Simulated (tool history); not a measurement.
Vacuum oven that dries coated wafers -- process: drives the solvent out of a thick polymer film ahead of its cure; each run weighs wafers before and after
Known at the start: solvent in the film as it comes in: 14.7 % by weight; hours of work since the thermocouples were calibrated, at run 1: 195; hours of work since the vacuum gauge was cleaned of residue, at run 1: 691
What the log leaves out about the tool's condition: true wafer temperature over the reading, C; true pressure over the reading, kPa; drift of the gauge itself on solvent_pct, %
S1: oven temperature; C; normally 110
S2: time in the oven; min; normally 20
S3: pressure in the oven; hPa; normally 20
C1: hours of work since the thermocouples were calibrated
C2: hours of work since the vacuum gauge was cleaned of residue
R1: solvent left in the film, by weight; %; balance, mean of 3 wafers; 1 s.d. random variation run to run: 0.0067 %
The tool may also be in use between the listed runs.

{"run": 1, "hour": 0.0, "S1": 110, "S2": 20, "S3": 20, "C1": 195, "C2": 691, "R1": 3.809}
{"run": 2, "hour": 17.6, "S1": 110, "S2": 15, "S3": 20, "C1": 206, "C2": 702, "R1": 4.299}
{"run": 3, "hour": 33.3, "S1": 110, "S2": 15, "S3": 20, "C1": 216, "C2": 711, "R1": 4.303}
{"run": 4, "hour": 51.9, "S1": 110, "S2": 22, "S3": 20, "C1": 227, "C2": 723, "R1": 3.687}
{"run": 5, "hour": 66.8, "S1": 110, "S2": 20, "S3": 20, "C1": 236, "C2": 732, "R1": 3.802}
{"run": 6, "hour": 80.0, "S1": 110, "S2": 20, "S3": 20, "C1": 245, "C2": 740, "R1": 3.798}
{"run": 7, "hour": 91.9, "S1": 110, "S2": 21, "S3": 20, "C1": 252, "C2": 747, "R1": 3.745}
{"run": 8, "hour": 103.3, "S1": 110, "S2": 21, "S3": 20, "C1": 259, "C2": 754, "R1": 3.745}
{"run": 9, "hour": 120.3, "S1": 122, "S2": 25, "S3": 20, "C1": 269, "C2": 765, "R1": 2.285}
{"run": 10, "hour": 128.8, "S1": 122, "S2": 25, "S3": 20, "C1": 275, "C2": 770, "R1": 2.268}
{"run": 11, "hour": 138.8, "S1": 122, "S2": 25, "S3": 20, "C1": 281, "C2": 776, "R1": 2.275}
{"run": 12, "hour": 150.0, "S1": 110, "S2": 12, "S3": 46.1, "C1": 288, "C2": 783, "R1": 8.671}
{"run": 13, "hour": 162.1, "S1": 107, "S2": 26, "S3": 13.5, "C1": 295, "C2": 791, "R1": 2.866}
{"run": 14, "hour": 178.3, "S1": 115, "S2": 20, "S3": 19.5, "C1": 305, "C2": 801, "R1": 2.952}

Each row is a separate what-if for the run after 14, all from the same tool condition, not one after another. Results?
{"run": "A", "hour": 187.0, "S1": 115, "S2": 12, "S3": 19.5, "C1": 311, "C2": 806, "R1": "?"}
{"run": "B", "hour": 187.0, "S1": 104, "S2": 22, "S3": 39.9, "C1": 311, "C2": 806, "R1": "?"}
{"run": "C", "hour": 187.0, "S1": 124, "S2": 22, "S3": 20, "C1": 311, "C2": 806, "R1": "?"}

run=A R1=3.663
run=B R1=8.744
run=C R1=2.141
Stripped of hidden state, with their random variation kept, the same runs would have yielded:
run=A R1=3.661
run=B R1=8.741
run=C R1=2.14

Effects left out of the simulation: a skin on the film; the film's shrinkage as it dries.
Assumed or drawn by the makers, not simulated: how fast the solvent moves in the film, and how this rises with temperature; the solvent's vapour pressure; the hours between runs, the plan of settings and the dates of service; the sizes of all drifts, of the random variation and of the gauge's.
